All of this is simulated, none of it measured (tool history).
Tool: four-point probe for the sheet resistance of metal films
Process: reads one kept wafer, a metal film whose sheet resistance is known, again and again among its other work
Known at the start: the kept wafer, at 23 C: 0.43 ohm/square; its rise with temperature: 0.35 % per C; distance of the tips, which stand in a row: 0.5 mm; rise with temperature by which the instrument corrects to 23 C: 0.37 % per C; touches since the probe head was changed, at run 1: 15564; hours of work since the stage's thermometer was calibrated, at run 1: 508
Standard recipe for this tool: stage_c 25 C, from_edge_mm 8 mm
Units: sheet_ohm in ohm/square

run	day	stage_c	from_edge_mm	touches since the probe head was changed	hours of work since the stage's thermometer was calibrated	sheet_ohm
1	0	25	8	15564	508	0.431276
2	2.529	25	5	16653	555	0.432746
3	4.804	25	58	17631	597	0.430303
4	6.796	25	58	18488	634	0.430322
5	9.612	25	58	19701	686	0.430435
6	12.329	25	8	20869	737	0.431105
7	14.496	25	34	21801	777	0.430311
8	17.188	25	67	22958	827	0.430364
9	19.925	32	8	24136	878	0.430652
10	21.988	32	8	25024	916	0.430547
11	24.371	25	25	26048	960	0.430497
12	26.608	21	8	27011	1002	0.431698
13	29.321	21	8	28178	1052	0.431621
14	31.654	21	8	29183	1096	0.431555
15	34.067	21	8	30220	1141	0.431836
16	36.25	25	66	31160	1181	0.430347
17	38.812	25	66	32262	1229	0.430359
18	40.304	25	66	32904	1256	0.430322
19	41.971	24	6	33621	1287	0.432018
20	43.846	24	6	34427	1322	0.432189
21	45.992	24	6	35350	1362	0.43211
# day 46.742: stage's thermometer calibrated
22	47.888	25	41	36157	21	0.429845
23	50.8	24	36	37410	75	0.429825
24	52.421	21	10	38107	105	0.430873
25	54.321	21	8	38925	141	0.431227
26	55.988	22	72	39642	172	0.429897
27	58.425	35	6	40691	217	0.430547
28	60.479	25	4	41575	255	0.433359
29	62.421	25	4	42409	291	0.433243
30	64.8	31	3	43434	336	0.435653
31	66.892	19	59	44333	374	0.430312

For run 32, what comes out?
32	69.129	21	4	45295	416	?

{"run 32": {"sheet_ohm": 0.433689}}
If the tool had no hidden condition, the same run with the same run-to-run variation would have returned sheet_ohm 0.433675 ohm/square.

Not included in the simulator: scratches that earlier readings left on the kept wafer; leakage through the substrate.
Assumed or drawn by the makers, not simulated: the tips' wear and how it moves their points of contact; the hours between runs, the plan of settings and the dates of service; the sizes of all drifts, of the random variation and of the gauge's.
